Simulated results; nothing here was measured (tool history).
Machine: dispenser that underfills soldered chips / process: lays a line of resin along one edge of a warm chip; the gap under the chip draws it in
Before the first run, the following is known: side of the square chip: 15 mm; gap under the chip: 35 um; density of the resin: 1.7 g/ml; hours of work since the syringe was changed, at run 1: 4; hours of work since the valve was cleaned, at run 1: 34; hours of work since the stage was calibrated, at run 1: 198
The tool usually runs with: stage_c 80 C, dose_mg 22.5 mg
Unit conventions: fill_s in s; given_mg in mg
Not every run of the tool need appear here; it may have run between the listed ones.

run   hour  stage_c  dose_mg  hours of work since the syringe was changed  hours of work since the valve was cleaned  hours of work since the stage was calibrated  fill_s  given_mg
  1    0.0       80     22.5                                            4                                         34                                           198   214.3     22.13
  2   10.3       80     22.5                                           10                                         41                                           205   284.2     21.98
      11.5  -- new syringe of resin
  3   16.2       80     22.5                                            3                                         44                                           208   209.6     22.19
  4   25.3       72     22.5                                            9                                         50                                           214   420.7     22.01
      28.7  -- new syringe of resin
      34.9  -- dispensing valve cleaned and set on the balance
  5   37.6       80     24.3                                            5                                          2                                           221   236.0     24.27
      47.0  -- new syringe of resin
  6   49.4       80     24.3                                            2                                          9                                           228   193.8     24.43
  7   60.2       80     24.3                                            8                                         16                                           234   266.0     24.15
      64.3  -- new syringe of resin
  8   66.9       80     24.3                                            2                                         20                                           238   200.7     24.05
  9   77.7       80     22.5                                            8                                         26                                           245   271.1     22.25
      81.2  -- new syringe of resin
 10   83.7       80     22.5                                            2                                         30                                           249   199.5     22.21
 11   91.7       80     22.5                                            7                                         35                                           254   247.9     22.21
      98.7  -- new syringe of resin
 12  102.1       80     22.5                                            2                                         41                                           260   208.7     22.05
 13  113.9       80     22.5                                            9                                         48                                           267   291.9     22.13
     115.7  -- new syringe of resin
 14  120.5       80     22.5                                            3                                         52                                           271   210.4     21.92
     125.0  -- dispensing valve cleaned and set on the balance
 15  129.0       80     22.5                                            8                                          2                                           276   262.0     22.39
     134.1  -- new syringe of resin
 16  137.6       72     19.1                                            2                                          8                                           281   321.0     18.89
 17  149.4       88     23.4                                           10                                         15                                           288   189.2     23.26
     151.0  -- new syringe of resin
 18  156.1       88     23.4                                            3                                         19                                           292   143.0     23.15
 19  161.0       91     24.4                                            6                                         22                                           295   142.8     23.94
     168.6  -- new syringe of resin
 20  171.1       92     22.5                                            2                                         28                                           302   109.0     22.29
 21  177.9       92     22.5                                            6                                         32                                           306   133.3     22.09
     186.2  -- new syringe of resin
 22  187.0       79     19.6                                            0                                         38                                           311   205.1     19.22
 23  192.2       79     19.6                                            4                                         41                                           315   237.1     19.25
 24  199.9       68     24.2                                            9                                         46                                           319   519.0     23.66
     203.0  -- new syringe of resin
 25  205.4       68     24.2                                            2                                         49                                           323   387.0     23.66
 26  210.4       68     24.2                                            5                                         52                                           326   442.8     23.49
     215.0  -- dispensing valve cleaned and set on the balance
 27  216.5       68     24.2                                            8                                          1                                           329   517.8     24.05
     221.0  -- new syringe of resin
 28  222.3       71     19.4                                            1                                          4                                           332   329.3     19.39
 29  230.0       75     22.5                                            6                                          9                                           337   319.5     22.44

Predict each of these 5 candidate next runs independently; none follows another, all start after run 29:
     238.2  -- new syringe of resin
  A  241.3       67     24.2                                            2                                         16                                           344       ?         ?
     238.2  -- new syringe of resin
  B  241.3       75     24.4                                            2                                         16                                           344       ?         ?
     238.2  -- new syringe of resin
  C  241.3       75     21.2                                            2                                         16                                           344       ?         ?
     238.2  -- new syringe of resin
  D  241.3       74     22.5                                            2                                         16                                           344       ?         ?
     238.2  -- new syringe of resin
  E  241.3       80     22.5                                            2                                         16                                           344       ?         ?

run  fill_s  given_mg
  A   403.9     23.97
  B   266.0     24.18
  C   268.0     20.91
  D   282.7     22.22
  E   206.1     22.29
Had the tool no hidden state, the same runs would have come out as:
run  fill_s  given_mg
  A   351.9     24.22
  B   232.4     24.43
  C   234.0     21.13
  D   246.9     22.46
  E   180.3     22.53
